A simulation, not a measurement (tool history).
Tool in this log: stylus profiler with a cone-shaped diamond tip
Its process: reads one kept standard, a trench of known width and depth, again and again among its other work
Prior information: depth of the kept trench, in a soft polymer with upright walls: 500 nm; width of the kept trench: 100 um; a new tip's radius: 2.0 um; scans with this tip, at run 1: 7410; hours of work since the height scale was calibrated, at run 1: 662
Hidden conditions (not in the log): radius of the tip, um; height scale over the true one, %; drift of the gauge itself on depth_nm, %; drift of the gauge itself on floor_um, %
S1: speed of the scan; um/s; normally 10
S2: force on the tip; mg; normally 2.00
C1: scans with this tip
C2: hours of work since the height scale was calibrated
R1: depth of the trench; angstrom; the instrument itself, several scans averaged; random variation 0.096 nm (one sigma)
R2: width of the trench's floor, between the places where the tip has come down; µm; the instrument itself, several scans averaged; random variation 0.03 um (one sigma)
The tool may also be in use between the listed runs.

run 1 hour=0.0 | S1=10 S2=2.00 | C1=7410 C2=662 | R1=5053.4 R2=96.68
run 2 hour=16.8 | S1=10 S2=4.45 | C1=7547 C2=674 | R1=5083.0 R2=96.72
run 3 hour=28.4 | S1=10 S2=4.45 | C1=7642 C2=682 | R1=5083.0 R2=96.79
-- hour=30.8 height scale calibrated on a step standard
run 4 hour=46.6 | S1=10 S2=4.45 | C1=7786 C2=12 | R1=5086.3 R2=96.69
run 5 hour=69.2 | S1=10 S2=3.56 | C1=7971 C2=28 | R1=5075.6 R2=96.69
-- hour=77.8 height scale calibrated on a step standard, once more
run 6 hour=89.7 | S1=10 S2=2.00 | C1=8134 C2=9 | R1=5039.1 R2=96.65
run 7 hour=101.8 | S1=10 S2=2.00 | C1=8233 C2=18 | R1=5040.0 R2=96.61
run 8 hour=113.3 | S1=10 S2=2.00 | C1=8326 C2=26 | R1=5039.2 R2=96.64
run 9 hour=125.2 | S1=5 S2=2.09 | C1=8423 C2=35 | R1=5039.5 R2=96.67
run 10 hour=137.2 | S1=23 S2=0.67 | C1=8521 C2=43 | R1=5019.3 R2=96.43
run 11 hour=154.4 | S1=3 S2=2.00 | C1=8661 C2=56 | R1=5038.0 R2=96.66

Below are 5 alternative next runs, each starting from the tool's condition after run 11. Predict each:
run A hour=174.0 | S1=3 S2=2.84 | C1=8822 C2=70 | R1=? R2=?
run B hour=174.0 | S1=10 S2=4.98 | C1=8822 C2=70 | R1=? R2=?
run C hour=174.0 | S1=11 S2=2.00 | C1=8822 C2=70 | R1=? R2=?
run D hour=174.0 | S1=10 S2=3.34 | C1=8822 C2=70 | R1=? R2=?
run E hour=174.0 | S1=11 S2=5.95 | C1=8822 C2=70 | R1=? R2=?

run=A R1=5050.7 R2=96.67
run=B R1=5074.0 R2=96.59
run=C R1=5040.6 R2=96.63
run=D R1=5054.7 R2=96.59
run=E R1=5083.9 R2=96.69
Without the tool's hidden state the same runs would have given:
run=A R1=5052.2 R2=97.34
run=B R1=5075.6 R2=97.26
run=C R1=5042.2 R2=97.30
run=D R1=5056.2 R2=97.26
run=E R1=5085.5 R2=97.36
